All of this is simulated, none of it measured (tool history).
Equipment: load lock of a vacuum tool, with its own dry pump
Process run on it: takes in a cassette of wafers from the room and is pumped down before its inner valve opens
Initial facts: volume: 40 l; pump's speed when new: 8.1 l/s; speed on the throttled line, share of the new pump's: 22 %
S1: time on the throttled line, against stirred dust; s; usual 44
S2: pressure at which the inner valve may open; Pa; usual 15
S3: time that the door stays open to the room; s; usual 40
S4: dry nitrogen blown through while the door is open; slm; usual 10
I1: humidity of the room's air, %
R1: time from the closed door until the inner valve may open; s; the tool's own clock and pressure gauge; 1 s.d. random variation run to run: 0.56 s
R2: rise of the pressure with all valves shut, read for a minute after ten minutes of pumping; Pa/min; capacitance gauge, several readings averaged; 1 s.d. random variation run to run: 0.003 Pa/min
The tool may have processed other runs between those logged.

Run 1, day 0: usual settings; I1 44.1. Result: R1 88.6 s, R2 0.055 Pa/min.
Run 2, day 11.192: usual settings; I1 45.7. Result: R1 89.2 s, R2 0.056 Pa/min.
Run 3, day 20.671: usual settings; I1 45.6. Result: R1 89 s, R2 0.059 Pa/min.
Run 4, day 30.883: usual settings; I1 47.9. Result: R1 88.4 s, R2 0.072 Pa/min.
Run 5, day 35.979: usual settings; I1 44.7. Result: R1 88.5 s, R2 0.054 Pa/min.
Run 6, day 42.725: usual settings; I1 45.5. Result: R1 90.2 s, R2 0.057 Pa/min.
Run 7, day 47.542: usual settings; I1 46.2. Result: R1 90.2 s, R2 0.057 Pa/min.
Run 8, day 53.85: usual settings but S1 80 s; I1 42.6. Result: R1 114.2 s, R2 0.061 Pa/min.
Run 9, day 59.333: usual settings but S3 51 s; I1 47.5. Result: R1 88.3 s, R2 0.072 Pa/min.
Run 10, day 65.862: usual settings but S3 51 s; I1 47.9. Result: R1 88.9 s, R2 0.072 Pa/min.
Run 11, day 75.908: usual settings; I1 46. Result: R1 89.2 s, R2 0.059 Pa/min.
Run 12, day 82.3: usual settings; I1 44.1. Result: R1 90.4 s, R2 0.069 Pa/min.
Run 13, day 88.054: usual settings but S2 14 Pa; I1 45. Result: R1 91.6 s, R2 0.062 Pa/min.
Run 14, day 93.004: usual settings but S1 38 s; I1 44.5. Result: R1 85.8 s, R2 0.068 Pa/min.
Run 15, day 99.517: usual settings but S1 38 s; I1 47.9. Result: R1 86.8 s, R2 0.07 Pa/min.
Run 16, day 107.088: usual settings but S1 25 s; I1 47.3. Result: R1 77.7 s, R2 0.073 Pa/min.
At day 116.721: dry pump taken out, an overhauled one fitted.
Run 17, day 118.908: usual settings but S1 25 s; I1 44.1. Result: R1 63 s, R2 0.073 Pa/min.
Run 18, day 129.696: usual settings but S3 191 s; I1 46.4. Result: R1 78.3 s, R2 0.128 Pa/min.
Run 19, day 140.488: usual settings but S2 26 Pa, S3 191 s, S4 9 slm; I1 44.9. Result: R1 74.9 s, R2 0.132 Pa/min.
Run 20, day 147.608: usual settings but S1 71 s, S2 22 Pa, S3 34 s, S4 35 slm; I1 43.9. Result: R1 96.6 s, R2 0.057 Pa/min.
Run 21, day 158.908: usual settings but S2 24 Pa, S3 60 s; I1 43.9. Result: R1 75.9 s, R2 0.079 Pa/min.
Run 22, day 168.146: usual settings but S2 24 Pa, S3 60 s; I1 43.2. Result: R1 75.7 s, R2 0.085 Pa/min.
Run 23, day 176.821: usual settings but S1 56 s, S2 10 Pa, S3 60 s; I1 45.6. Result: R1 89.2 s, R2 0.086 Pa/min.
Run 24, day 187.175: usual settings but S1 30 s, S3 155 s, S4 6 slm; I1 45.9. Result: R1 68.1 s, R2 0.131 Pa/min.
Run 25, day 195.704: usual settings but S1 33 s, S2 14 Pa; I1 47.8. Result: R1 70.3 s, R2 0.081 Pa/min.
Run 26, day 201.296: usual settings but S1 33 s, S2 14 Pa; I1 45.9. Result: R1 70.7 s, R2 0.088 Pa/min.
Run 27, day 212.225: usual settings but S1 33 s, S2 22 Pa, S3 31 s, S4 22 slm; I1 43.9. Result: R1 68.3 s, R2 0.07 Pa/min.
Run 28, day 218.8: usual settings but S1 88 s, S2 27 Pa, S3 110 s, S4 37 slm; I1 44.4. Result: R1 109.9 s, R2 0.091 Pa/min.
Run 29, day 224.958: usual settings but S1 88 s, S2 27 Pa, S3 110 s, S4 37 slm; I1 44.2. Result: R1 109.5 s, R2 0.087 Pa/min.
Run 30, day 234.85: usual settings but S3 90 s, S4 13 slm; I1 43.5. Result: R1 79.5 s, R2 0.104 Pa/min.
Run 31, day 244.654: usual settings but S3 90 s, S4 13 slm; I1 45.9. Result: R1 79.5 s, R2 0.109 Pa/min.
Run 32, day 256.392: usual settings but S4 7 slm; I1 45.9. Result: R1 78.9 s, R2 0.093 Pa/min.
Run 33, day 262.021: usual settings but S4 7 slm; I1 45.5. Result: R1 78.8 s, R2 0.09 Pa/min.
Run 34, day 273.821: usual settings but S4 7 slm; I1 44.2. Result: R1 79.6 s, R2 0.096 Pa/min.
Run 35, day 279.6: usual settings but S4 13 slm; I1 42.4. Result: R1 78 s, R2 0.089 Pa/min.
Run 36, day 286.783: usual settings but S4 13 slm; I1 45.4. Result: R1 78.6 s, R2 0.095 Pa/min.

4 ways to go on from here, each from the tool as it stands after run 36. What would each give?
Run A, day 296.538: usual settings but S2 25 Pa; I1 45.1. Result: R1 ?, R2 ?.
Run B, day 296.538: usual settings but S2 17 Pa; I1 38. Result: R1 ?, R2 ?.
Run C, day 296.538: usual settings but S1 36 s, S2 16 Pa, S3 25 s; I1 43.3. Result: R1 ?, R2 ?.
Run D, day 296.538: usual settings but S1 32 s, S3 71 s, S4 16 slm; I1 48.1. Result: R1 ?, R2 ?.

run    R1     R2
  A  76.6  0.097
  B  78.5   0.09
  C  73.6  0.084
  D  70.7  0.105
The same runs, with their run-to-run variation unchanged, on a tool lacking any hidden condition would have given:
run    R1     R2
  A  74.8  0.043
  B  76.6  0.035
  C  71.6   0.03
  D  68.6  0.051

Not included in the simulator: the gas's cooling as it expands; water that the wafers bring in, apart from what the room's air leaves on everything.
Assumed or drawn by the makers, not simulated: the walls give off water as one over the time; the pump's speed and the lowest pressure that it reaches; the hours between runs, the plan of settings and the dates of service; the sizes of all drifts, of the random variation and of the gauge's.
